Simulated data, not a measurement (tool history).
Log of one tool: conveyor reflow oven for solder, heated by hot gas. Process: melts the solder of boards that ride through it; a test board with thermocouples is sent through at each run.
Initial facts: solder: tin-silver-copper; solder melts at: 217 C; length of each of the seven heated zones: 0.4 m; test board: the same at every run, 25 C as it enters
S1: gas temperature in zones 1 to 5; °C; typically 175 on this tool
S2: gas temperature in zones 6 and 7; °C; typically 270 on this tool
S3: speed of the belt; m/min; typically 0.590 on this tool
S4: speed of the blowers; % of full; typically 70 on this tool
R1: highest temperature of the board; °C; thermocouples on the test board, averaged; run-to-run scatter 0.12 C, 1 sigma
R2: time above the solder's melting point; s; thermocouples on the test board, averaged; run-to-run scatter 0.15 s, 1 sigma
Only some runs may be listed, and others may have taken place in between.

| run | day | S1 | S2 | S3 | S4 | R1 | R2 |
|---|---|---|---|---|---|---|---|
| 1 | 0.000 | 175 | 270 | 0.590 | 70 | 260.0 | 68.7 |
| 2 | 0.921 | 175 | 270 | 0.590 | 70 | 259.8 | 68.6 |
| 3 | 1.958 | 175 | 270 | 0.592 | 70 | 259.6 | 68.4 |
| 4 | 2.938 | 175 | 270 | 0.590 | 70 | 259.9 | 68.6 |
| 5 | 3.825 | 175 | 270 | 0.590 | 70 | 259.8 | 68.5 |
| 6 | 4.629 | 175 | 270 | 0.590 | 70 | 259.8 | 68.8 |
| 7 | 5.546 | 175 | 270 | 0.590 | 70 | 259.8 | 68.8 |
| 8 | 6.842 | 175 | 270 | 0.590 | 70 | 259.8 | 68.4 |
| 9 | 8.229 | 175 | 270 | 0.590 | 70 | 259.8 | 69.1 |
| 10 | 9.542 | 175 | 264 | 0.590 | 70 | 254.5 | 65.7 |
| 11 | 10.225 | 175 | 264 | 0.590 | 70 | 254.4 | 65.4 |
| 12 | 11.396 | 175 | 264 | 0.590 | 70 | 254.6 | 65.4 |
| 13 | 12.379 | 175 | 270 | 0.590 | 70 | 259.8 | 68.7 |
| 14 | 13.879 | 175 | 270 | 0.590 | 74 | 260.8 | 69.4 |
| 15 | 14.792 | 175 | 270 | 0.590 | 74 | 260.9 | 69.3 |
| 16 | 15.792 | 175 | 270 | 0.590 | 74 | 260.8 | 69.4 |
| 17 | 17.392 | 175 | 276 | 0.590 | 70 | 265.7 | 71.9 |
| 18 | 18.188 | 175 | 270 | 0.649 | 70 | 257.2 | 60.6 |
| 19 | 18.900 | 175 | 270 | 0.649 | 70 | 257.4 | 60.6 |
| 20 | 19.908 | 175 | 270 | 0.590 | 60 | 258.1 | 67.2 |
| 21 | 21.425 | 175 | 281 | 0.537 | 70 | 272.9 | 82.8 |
| 22 | 22.912 | 169 | 270 | 0.590 | 70 | 259.4 | 66.4 |
| 23 | 24.083 | 169 | 270 | 0.590 | 70 | 259.4 | 66.4 |
| 24 | 25.092 | 180 | 280 | 0.576 | 65 | 269.6 | 77.9 |
| 25 | 26.671 | 179 | 270 | 0.673 | 57 | 253.8 | 56.5 |
| 26 | 27.542 | 179 | 270 | 0.673 | 62 | 255.1 | 58.0 |
| 27 | 28.196 | 179 | 270 | 0.673 | 62 | 255.3 | 57.6 |
|  | 28.575 | flux residue cleaned out of gas plates and filters |
| 28 | 29.117 | 179 | 270 | 0.556 | 62 | 261.4 | 75.9 |
| 29 | 29.875 | 172 | 270 | 0.546 | 58 | 260.3 | 73.6 |
| 30 | 31.167 | 175 | 269 | 0.581 | 52 | 256.5 | 67.0 |
| 31 | 32.567 | 160 | 262 | 0.551 | 52 | 249.3 | 60.1 |

3 options for the next run, each taken on its own from the tool as it stands now. Forecast them:
| A | 33.800 | 160 | 279 | 0.551 | 52 | ? | ? |
| B | 33.800 | 181 | 266 | 0.590 | 70 | ? | ? |
| C | 33.800 | 160 | 284 | 0.551 | 52 | ? | ? |

| run | R1 | R2 |
|---|---|---|
| A | 265.3 | 71.5 |
| B | 258.3 | 70.9 |
| C | 269.7 | 74.4 |
Take away the tool's hidden state, keep each run's random variation, and the runs would have read:
| run | R1 | R2 |
|---|---|---|
| A | 262.7 | 68.2 |
| B | 256.0 | 68.0 |
| C | 267.1 | 71.2 |
